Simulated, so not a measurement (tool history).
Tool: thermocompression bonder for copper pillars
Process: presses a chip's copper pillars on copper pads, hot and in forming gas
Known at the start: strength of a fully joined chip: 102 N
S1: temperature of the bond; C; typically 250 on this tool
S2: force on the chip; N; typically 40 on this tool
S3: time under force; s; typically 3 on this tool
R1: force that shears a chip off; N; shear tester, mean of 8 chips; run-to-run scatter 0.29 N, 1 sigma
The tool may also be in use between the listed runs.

run,day,S1,S2,S3,R1
1,0,250,40,3,42.6
2,1.117,250,40,3,43
3,2.238,250,40,3,42.5
4,2.808,250,50,3,50.9
5,3.342,250,50,3,50.3
6,4.442,250,40,3,42.4
7,5.121,220,26,4,22.6
# day 5.292: heater calibrated with a thermocouple chip
8,5.721,263,33,3,42.5
# day 6.317: forming gas filter changed
9,6.804,250,48,3,53
10,7.796,242,27,3,29.7
11,8.517,242,27,3,29.5

Some steps in R1, run to run, broken into two amounts with sign: the step expected even without the hidden condition (settings, incoming material, random variation), and the rest, left for the hidden condition together with whatever gauge scatter is not in both the measured and the hidden-condition-free result:
What the log doesn't record here: true temperature of the bond over the reading, C; force that reaches the chip, % of what is set; oxide that the forming gas leaves, % of the face; drift of the gauge itself on shear_n, %.
Run 8 -> 9: S1 263 -> 250, S2 33 -> 48, forming gas filter changed. R1 +10.5 N: hidden state +3, all else +7.5.
Run 9 -> 10: S1 250 -> 242, S2 48 -> 27. R1 -23.3 N: hidden state -0.8, all else -22.5.
